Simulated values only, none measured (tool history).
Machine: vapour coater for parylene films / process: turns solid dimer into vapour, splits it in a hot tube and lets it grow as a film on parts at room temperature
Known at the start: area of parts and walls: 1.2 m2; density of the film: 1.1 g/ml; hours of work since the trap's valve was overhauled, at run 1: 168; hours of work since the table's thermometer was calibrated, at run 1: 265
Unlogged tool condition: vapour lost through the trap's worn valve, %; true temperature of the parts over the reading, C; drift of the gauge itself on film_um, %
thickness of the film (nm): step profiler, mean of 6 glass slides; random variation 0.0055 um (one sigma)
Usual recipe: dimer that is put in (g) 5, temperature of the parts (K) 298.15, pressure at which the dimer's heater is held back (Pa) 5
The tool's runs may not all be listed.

run,day,dimer that is put in (g),temperature of the parts (K),pressure at which the dimer's heater is held back (Pa),hours of work since the trap's valve was overhauled,hours of work since the table's thermometer was calibrated,thickness of the film (nm)
1,0,5,298.15,5,168,265,1735
2,0.858,5,298.15,2.56,184,281,1827
3,1.658,5,298.15,2.56,199,297,1816
4,2.592,5,298.15,10.7,216,314,1620
5,3.35,5,298.15,10.7,231,328,1625
6,4.1,5,298.15,10.7,245,343,1627
7,5.383,5,298.15,10.7,269,367,1634
# day 6.067: trap's valve overhauled
8,6.388,5,298.15,10.7,6,383,1626
9,7.733,5,298.15,10.7,31,408,1625
10,9.217,5,290.15,10.7,59,436,2309
11,10.458,5,290.15,10.7,83,459,2303
12,11.342,5,290.15,10.7,100,476,2297
13,12.908,5,298.15,5,129,506,1714
14,14.238,5,298.15,5,154,531,1711
15,15.758,5,298.15,5,183,559,1705
16,16.533,3,291.15,5.28,197,574,1378
17,17.767,3,291.15,5.28,221,597,1394
18,19,3,291.15,5.28,244,621,1381
19,20.146,6,300.15,8.88,266,642,1793
# day 20.896: trap's valve overhauled
20,21.142,6,300.15,8.88,5,658,1783
# day 21.238: gauge calibrated
21,22.15,6,300.15,8.88,24,677,1822
22,23.129,5,298.15,10.03,42,695,1629
23,23.8,5,298.15,10.03,55,708,1633
24,24.896,6,300.15,10.03,76,729,1809
25,25.821,6,292.15,2.39,93,746,2857
26,26.617,9,292.15,11.39,108,761,3781
27,27.429,5,305.15,5.26,123,776,1255
28,28.533,4,305.15,9.2,144,797,966
29,29.771,5,302.15,2.77,167,821,1499

Below are 5 alternative next runs, each starting from the tool's condition after run 29. Predict each:
A,30.746,5,302.15,11.38,186,839,?
B,30.746,5,302.15,7.01,186,839,?
C,30.746,5,302.15,2.77,186,839,?
D,30.746,7,302.15,2.77,186,839,?
E,30.746,4,297.15,11.35,186,839,?

run,thickness of the film (nm)
A,1354
B,1403
C,1499
D,2105
E,1338
With the hidden condition removed and each run's random variation left untouched, the same runs would have given:
run,thickness of the film (nm)
A,1365
B,1415
C,1512
D,2123
E,1349

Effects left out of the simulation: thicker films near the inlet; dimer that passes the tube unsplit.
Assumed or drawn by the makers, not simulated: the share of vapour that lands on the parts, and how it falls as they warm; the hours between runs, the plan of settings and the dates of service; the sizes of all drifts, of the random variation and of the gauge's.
